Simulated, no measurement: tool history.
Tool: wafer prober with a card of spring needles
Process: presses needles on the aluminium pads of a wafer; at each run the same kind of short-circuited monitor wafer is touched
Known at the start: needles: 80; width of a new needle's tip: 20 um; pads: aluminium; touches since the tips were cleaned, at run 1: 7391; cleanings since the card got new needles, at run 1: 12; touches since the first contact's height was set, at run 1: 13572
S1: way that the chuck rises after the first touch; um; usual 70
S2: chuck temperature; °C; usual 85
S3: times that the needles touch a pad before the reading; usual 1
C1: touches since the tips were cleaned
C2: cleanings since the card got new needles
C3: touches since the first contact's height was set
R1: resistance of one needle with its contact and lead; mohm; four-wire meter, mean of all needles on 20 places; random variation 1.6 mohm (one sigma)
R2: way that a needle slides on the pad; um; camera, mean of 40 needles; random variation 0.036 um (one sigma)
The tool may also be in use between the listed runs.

run,day,S1,S2,S3,C1,C2,C3,R1,R2
1,0,70,85,1,7391,12,13572,247,15.47
# day 0.188: tips cleaned on abrasive film
2,0.525,53,85,1,2076,13,16782,264,11.77
3,1.096,53,85,1,5584,13,20290,309,11.76
# day 1.546: tips cleaned on abrasive film
4,1.554,53,85,1,48,14,23060,169,11.68
5,2.204,53,85,1,4044,14,27056,298,11.76
6,2.738,53,85,1,7318,14,30330,312,11.69
# day 2.942: tips cleaned on abrasive film
7,3.517,53,85,1,3544,15,35108,290,11.7
8,3.942,53,85,1,6154,15,37718,306,11.75
# day 4.292: tips cleaned on abrasive film
9,4.808,53,85,1,3171,16,43020,296,11.7
10,5.429,53,85,1,6992,16,46841,308,11.65
# day 5.692: tips cleaned on abrasive film
11,6.088,53,85,1,2455,17,50864,275,11.62
12,6.75,73,85,1,6522,17,54931,240,16.08
# day 7.071: tips cleaned on abrasive film
13,7.258,73,85,1,1166,18,58025,198,16.04
14,7.808,70,85,1,4544,18,61403,247,15.4
15,8.275,70,57,1,7421,18,64280,246,15.44
# day 8.421: tips cleaned on abrasive film
16,9,70,57,1,3570,19,68704,238,15.36
17,9.608,70,85,1,7294,19,72428,249,15.49
# day 9.779: tips cleaned on abrasive film
18,9.975,70,85,1,1211,20,74665,206,15.36
19,10.338,83,51,1,3431,20,76885,214,18.23
# day 11.133: tips cleaned on abrasive film
20,11.167,70,85,2,196,21,81958,161,15.3
21,11.95,70,85,2,5022,21,86784,206,15.39
22,12.333,82,109,3,7371,21,89133,184,18.02
# day 12.517: tips cleaned on abrasive film
23,13.067,53,99,2,3368,22,93607,239,11.58
# day 13.883: tips cleaned on abrasive film
24,13.892,89,76,2,61,23,98652,152,19.47
25,14.729,56,32,1,5217,23,103808,301,12.29
# day 15.238: tips cleaned on abrasive film
26,15.429,53,33,1,1198,24,108086,240,11.55
# day 16.208: height of the first contact set anew
27,16.225,53,33,1,6008,24,105,316,11.7
# day 16.633: tips cleaned on abrasive film
28,16.75,53,33,1,716,25,3287,216,11.67
29,17.388,70,85,2,4643,25,7214,206,15.51
30,17.788,70,85,2,7096,25,9667,210,15.5
# day 18.012: tips cleaned on abrasive film
31,18.542,77,85,2,3253,26,14281,194,17.05
32,19.208,70,56,2,7347,26,18375,209,15.49
# day 19.421: tips cleaned on abrasive film
33,19.704,70,56,2,1748,27,21399,187,15.48

Hidden state at the last listed run before each entry between runs and at the first one after, where it differs:
Between runs 1 and 2: tips cleaned on abrasive film (day 0.188)
  debris on the tips, nm: 204.2 -> 147.5; way that the needles fall short of the set height, um: 0.07 -> 0.16; tips' diameter, um: 20.34 -> 20.37
  measured less the result without the state, R1: +97 -> +113 mohm; R2: -0.02 -> -0.03 um
Between runs 3 and 4: tips cleaned on abrasive film (day 1.546)
  debris on the tips, nm: 198.4 -> 20.2; way that the needles fall short of the set height, um: 0.16 -> 0.24; tips' diameter, um: 20.37 -> 20.4
  measured less the result without the state, R1: +154 -> +16 mohm; R2: -0.03 -> -0.06 um
Between runs 6 and 7: tips cleaned on abrasive film (day 2.942)
  debris on the tips, nm: 203.3 -> 174.4; way that the needles fall short of the set height, um: 0.24 -> 0.3; tips' diameter, um: 20.4 -> 20.42
  measured less the result without the state, R1: +159 -> +137 mohm; R2: -0.06 -> -0.07 um
Between runs 8 and 9: tips cleaned on abrasive film (day 4.292)
  debris on the tips, nm: 198.9 -> 175.4; way that the needles fall short of the set height, um: 0.3 -> 0.39; tips' diameter, um: 20.42 -> 20.45
  measured less the result without the state, R1: +154 -> +139 mohm; R2: -0.06 -> -0.08 um
Between runs 10 and 11: tips cleaned on abrasive film (day 5.692)
  debris on the tips, nm: 202.8 -> 153.7; way that the needles fall short of the set height, um: 0.39 -> 0.47; tips' diameter, um: 20.45 -> 20.48
  measured less the result without the state, R1: +157 -> +121 mohm; R2: -0.08 -> -0.1 um
Between runs 12 and 13: tips cleaned on abrasive film (day 7.071)
  debris on the tips, nm: 200.9 -> 105.5; way that the needles fall short of the set height, um: 0.47 -> 0.55; tips' diameter, um: 20.48 -> 20.51
  measured less the result without the state, R1: +90 -> +48 mohm; R2: -0.11 -> -0.12 um
Between runs 15 and 16: tips cleaned on abrasive film (day 8.421)
  debris on the tips, nm: 203.7 -> 182.1; way that the needles fall short of the set height, um: 0.55 -> 0.61; tips' diameter, um: 20.51 -> 20.53
  measured less the result without the state, R1: +102 -> +92 mohm; R2: -0.12 -> -0.14 um
Between runs 17 and 18: tips cleaned on abrasive film (day 9.779)
  debris on the tips, nm: 203.4 -> 112.9; way that the needles fall short of the set height, um: 0.61 -> 0.69; tips' diameter, um: 20.53 -> 20.56
  measured less the result without the state, R1: +99 -> +56 mohm; R2: -0.14 -> -0.15 um
Between runs 19 and 20: tips cleaned on abrasive film (day 11.133)
  debris on the tips, nm: 180.2 -> 27.8; way that the needles fall short of the set height, um: 0.69 -> 0.78; tips' diameter, um: 20.56 -> 20.59
  measured less the result without the state, R1: +70 -> +9 mohm; R2: -0.15 -> -0.17 um
Between runs 22 and 23: tips cleaned on abrasive film (day 12.517)
  debris on the tips, nm: 203.3 -> 177.9; way that the needles fall short of the set height, um: 0.78 -> 0.87; tips' diameter, um: 20.59 -> 20.62
  measured less the result without the state, R1: +27 -> +85 mohm; R2: -0.17 -> -0.19 um
Between runs 23 and 24: tips cleaned on abrasive film (day 13.883)
  debris on the tips, nm: 177.9 -> 17.5; way that the needles fall short of the set height, um: 0.87 -> 0.93; tips' diameter, um: 20.62 -> 20.64
  measured less the result without the state, R1: +85 -> +4 mohm; R2: -0.19 -> -0.21 um
Between runs 25 and 26: tips cleaned on abrasive film (day 15.238)
  debris on the tips, nm: 196.2 -> 108.7; way that the needles fall short of the set height, um: 0.93 -> 1; tips' diameter, um: 20.64 -> 20.67
  measured less the result without the state, R1: +157 -> +95 mohm; R2: -0.21 -> -0.22 um
Between runs 26 and 27: height of the first contact set anew (day 16.208)
  debris on the tips, nm: 108.7 -> 200.5; way that the needles fall short of the set height, um: 1 -> 0
  measured less the result without the state, R1: +95 -> +171 mohm; R2: -0.22 -> +0 um
Between runs 27 and 28: tips cleaned on abrasive film (day 16.633)
  debris on the tips, nm: 200.5 -> 85.7; way that the needles fall short of the set height, um: 0 -> 0.09; tips' diameter, um: 20.67 -> 20.7
  measured less the result without the state, R1: +171 -> +73 mohm; R2: +0 -> -0.02 um
Between runs 30 and 31: tips cleaned on abrasive film (day 18.012)
  debris on the tips, nm: 203.4 -> 178.7; way that the needles fall short of the set height, um: 0.09 -> 0.17; tips' diameter, um: 20.7 -> 20.73
  measured less the result without the state, R1: +60 -> +45 mohm; R2: -0.02 -> -0.04 um
Between runs 32 and 33: tips cleaned on abrasive film (day 19.421)
  debris on the tips, nm: 203.6 -> 125.3; way that the needles fall short of the set height, um: 0.17 -> 0.25; tips' diameter, um: 20.73 -> 20.75
  measured less the result without the state, R1: +63 -> +39 mohm; R2: -0.03 -> -0.06 um
